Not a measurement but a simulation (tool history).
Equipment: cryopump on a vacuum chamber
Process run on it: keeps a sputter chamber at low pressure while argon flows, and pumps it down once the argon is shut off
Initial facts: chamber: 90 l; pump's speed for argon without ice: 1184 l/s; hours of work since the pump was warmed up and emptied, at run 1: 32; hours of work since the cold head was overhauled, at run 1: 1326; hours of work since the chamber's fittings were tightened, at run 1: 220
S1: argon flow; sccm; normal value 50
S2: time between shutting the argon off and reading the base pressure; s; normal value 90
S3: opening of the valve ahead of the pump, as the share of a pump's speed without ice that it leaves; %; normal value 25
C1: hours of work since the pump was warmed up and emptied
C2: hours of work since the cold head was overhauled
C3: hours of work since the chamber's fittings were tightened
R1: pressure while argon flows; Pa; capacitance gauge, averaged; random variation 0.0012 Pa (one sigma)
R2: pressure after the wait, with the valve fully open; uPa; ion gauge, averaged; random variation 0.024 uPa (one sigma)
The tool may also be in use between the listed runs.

run    hour  S1   S2  S3   C1    C2    C3      R1    R2
  1       0  50   90  25   32  1326   220  0.2901  1.26
  2    77.4  50   31  25   86  1380   274  0.2897  2.53
  3   130.1  50   90  25  123  1416   311  0.2895  1.45
  4   183.8  50   90  25  160  1454   349  0.2929  1.49
  5   263.7  50   90  25  216  1510   405  0.2934  1.71
  6   334.6  50   90  56  266  1559   454  0.1367  1.76
  7   371.4  50   90  56  291  1585   480  0.1366  1.84
  8   430.6  50   54  56  333  1626   521  0.1382  2.29
  9   483.5  50   90  25  370  1663   558  0.2957  1.96
 10   524.9  50   90  25  399  1692   587  0.2995  2.02
 11   599.6  50   22  25  451  1744   639     0.3  4.13
 12   677.6  50   54  25  505  1799   694  0.3003  2.63
 13   739.6  50  171  25  549  1842   737  0.3043  2.11
 14   792.2  50   90  25  585  1879   774  0.3032  2.56
      819.9  -- pump warmed up, emptied and cooled again
 15     866  50   90  25   32  1927   822  0.2864  2.22
 16   924.4  50   90  19   73  1968   863  0.3776  2.33
 17  1009.2  50   90  25  132  2027   922  0.2911  2.44
 18  1080.2  50   90  25  182  2077   971  0.2903  2.63
 19  1122.6  50   24  25  211  2106  1001  0.2934  4.41
 20  1160.3  93   23  56  238  2133  1027  0.2503  4.45
 21  1223.1  69   90  25  282  2176  1071  0.4069  2.87
 22  1284.6  44   24  20  325  2219  1114  0.3245  4.69
 23  1328.9  44   24  20  356  2250  1145  0.3213  4.78
 24  1396.1  44   24  20  402  2297  1192  0.3255  4.94
 25  1460.5  44   24  20  447  2342  1237  0.3243  5.14
 26  1500.4  35   90  34  475  2370  1265  0.1574  3.34
 27  1548.5  21   98  21  509  2404  1299  0.1486   3.4
     1566.9  -- leaking fittings of the chamber tightened, without venting
 28  1585.9  67   59  52  534  2428    13  0.2052  1.35
 29  1626.4  47   27  26  562  2457    42  0.2717  2.46
 30  1661.7  47   27  26  587  2481    66   0.276  2.69
     1690.4  -- pump warmed up, emptied and cooled again
 31  1742.3  28  273  58   36  2534   119  0.0702  0.69
 32  1822.7  28  273  58   92  2590   175   0.072   0.8
 33  1891.1  28  273  58  140  2638   223  0.0711   0.9
 34  1936.2  50  159  57  172  2670   254  0.1308  1.13

Each row is a separate what-if for the run after 34, all from the same tool condition, not one after another. Results?
  A  1988.5  50   71  57  208  2706  291   ?   ?
  B  1988.5  47   90  23  208  2706  291   ?   ?
  C  1988.5  63  159  59  208  2706  291   ?   ?
  D  1988.5  50   66  59  208  2706  291   ?   ?

run      R1    R2
  A  0.1332  1.62
  B  0.2976  1.46
  C  0.1603  1.13
  D  0.1294  1.65
The same runs, with their run-to-run variation unchanged, on a tool lacking any hidden condition would have given:
run      R1    R2
  A  0.1265  1.05
  B  0.2913   0.9
  C  0.1518  0.58
  D  0.1226  1.09
